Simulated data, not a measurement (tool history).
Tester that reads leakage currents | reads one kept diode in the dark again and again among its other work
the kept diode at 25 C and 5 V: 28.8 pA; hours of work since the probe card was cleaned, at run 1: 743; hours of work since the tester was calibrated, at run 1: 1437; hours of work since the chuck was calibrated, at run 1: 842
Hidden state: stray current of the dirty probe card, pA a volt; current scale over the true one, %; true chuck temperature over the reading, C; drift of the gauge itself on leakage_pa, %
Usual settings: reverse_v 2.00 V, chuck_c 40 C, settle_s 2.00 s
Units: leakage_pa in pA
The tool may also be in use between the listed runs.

| run | hour | reverse_v | chuck_c | settle_s | hours of work since the probe card was cleaned | hours of work since the tester was calibrated | hours of work since the chuck was calibrated | leakage_pa |
|---|---|---|---|---|---|---|---|---|
| 1 | 0.0 | 2.00 | 40 | 2.00 | 743 | 1437 | 842 | 56.27 |
| 2 | 40.0 | 16.40 | 40 | 2.00 | 771 | 1465 | 870 | 120.64 |
| 3 | 96.0 | 2.00 | 40 | 2.00 | 810 | 1504 | 910 | 56.65 |
| 4 | 134.1 | 2.00 | 40 | 2.00 | 837 | 1531 | 936 | 56.38 |
| 5 | 175.3 | 13.51 | 40 | 2.00 | 866 | 1560 | 965 | 111.87 |
| 6 | 209.7 | 13.51 | 40 | 2.00 | 890 | 1584 | 990 | 111.75 |
| 7 | 260.0 | 13.51 | 40 | 2.00 | 925 | 1620 | 1025 | 111.95 |
| 8 | 308.1 | 2.00 | 40 | 0.34 | 959 | 1653 | 1059 | 56.89 |
| 9 | 354.6 | 2.00 | 40 | 2.00 | 992 | 1686 | 1091 | 55.45 |
| 10 | 417.1 | 2.00 | 40 | 2.00 | 1036 | 1730 | 1135 | 55.71 |
| 11 | 451.5 | 2.00 | 40 | 2.00 | 1060 | 1754 | 1159 | 55.45 |
| 12 | 510.7 | 2.00 | 40 | 2.00 | 1101 | 1796 | 1201 | 55.64 |
| 13 | 552.6 | 2.00 | 40 | 6.25 | 1131 | 1825 | 1230 | 55.00 |
| 14 | 613.7 | 2.00 | 40 | 6.25 | 1174 | 1868 | 1273 | 54.81 |
|  | 668.9 | chuck's temperature calibrated |
| 15 | 678.9 | 2.00 | 40 | 6.25 | 1218 | 1912 | 7 | 60.41 |
| 16 | 726.5 | 2.00 | 40 | 2.00 | 1251 | 1946 | 40 | 60.01 |
| 17 | 779.5 | 2.00 | 60 | 3.88 | 1289 | 1983 | 78 | 205.26 |

Forecast run 18:
|  | 817.2 | tester calibrated |
| 18 | 821.9 | 18.26 | 46 | 0.53 | 1317 | 3 | 106 | ? |

{"run 18": {"leakage_pa": 206.21}}
Without the tool's hidden state the same run would have given leakage_pa 193.94 pA.
